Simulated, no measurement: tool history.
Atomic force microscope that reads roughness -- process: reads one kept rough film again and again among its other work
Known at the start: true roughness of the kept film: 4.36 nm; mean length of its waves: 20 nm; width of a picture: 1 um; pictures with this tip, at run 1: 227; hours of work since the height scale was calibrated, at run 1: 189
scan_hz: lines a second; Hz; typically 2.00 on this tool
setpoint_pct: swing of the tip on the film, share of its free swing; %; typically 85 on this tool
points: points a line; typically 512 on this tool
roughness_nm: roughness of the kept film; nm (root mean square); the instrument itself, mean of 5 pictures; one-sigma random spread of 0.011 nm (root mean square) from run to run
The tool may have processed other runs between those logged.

run   hour  scan_hz  setpoint_pct  points  pictures with this tip  hours of work since the height scale was calibrated  roughness_nm
  1    0.0     2.00            85     512                     227                                                  189         1.997
  2   15.3     2.00            85     512                     260                                                  199         1.931
  3   32.1     2.00            85     345                     295                                                  210         1.847
  4   50.1     2.00            85     345                     334                                                  221         1.779
  5   64.2     2.00            65     512                     364                                                  231         2.000
      75.9  -- new tip fitted
  6   76.7     2.00            85     738                       2                                                  239         2.629
  7   86.3     2.00            85     512                      22                                                  245         2.557
  8   95.1     2.00            85     512                      41                                                  251         2.458
  9  108.1     2.00            60     512                      68                                                  259         2.804
 10  120.7     2.00            60     512                      95                                                  267         2.700
 11  136.8     2.00            60     512                     130                                                  278         2.623
 12  151.1     2.00            82     512                     160                                                  287         2.201
 13  166.7     2.00            82     512                     193                                                  297         2.111
 14  182.6     2.00            85     512                     227                                                  308         2.002
 15  191.6     2.00            85     512                     247                                                  314         1.958
 16  205.5     2.00            85     512                     276                                                  323         1.877
 17  218.7     2.00            85     512                     305                                                  331         1.832
 18  233.7     2.00            85     512                     337                                                  341         1.777
 19  249.0     2.00            82     512                     369                                                  351         1.773
     258.5  -- new tip fitted
 20  264.9     2.00            85     512                      14                                                  361         2.569
 21  273.5     2.00            85     512                      32                                                  367         2.503
 22  284.0     2.00            85     512                      55                                                  374         2.430
 23  294.7     1.09            85     512                      78                                                  381         2.595
 24  304.1     1.09            85     512                      98                                                  387         2.505
 25  314.1     1.09            85     512                     119                                                  393         2.446
 26  331.9     1.09            85     512                     157                                                  405         2.347
 27  340.0     1.55            68     512                     174                                                  410         2.412
 28  349.5     1.55            68     512                     195                                                  416         2.349
 29  359.1     1.75            85     954                     215                                                  423         2.055
 30  377.7     0.71            64     709                     255                                                  435         2.333
 31  386.3     0.71            64     709                     273                                                  440         2.294
 32  397.1     0.71            64     709                     296                                                  447         2.237

Predict the results of run 33:
 33  416.2     2.00            85     273                     337                                                  460             ?

{"run 33": {"roughness_nm": 1.734}}
With no hidden state in the tool, this same run would have given roughness_nm 2.606 nm (root mean square).
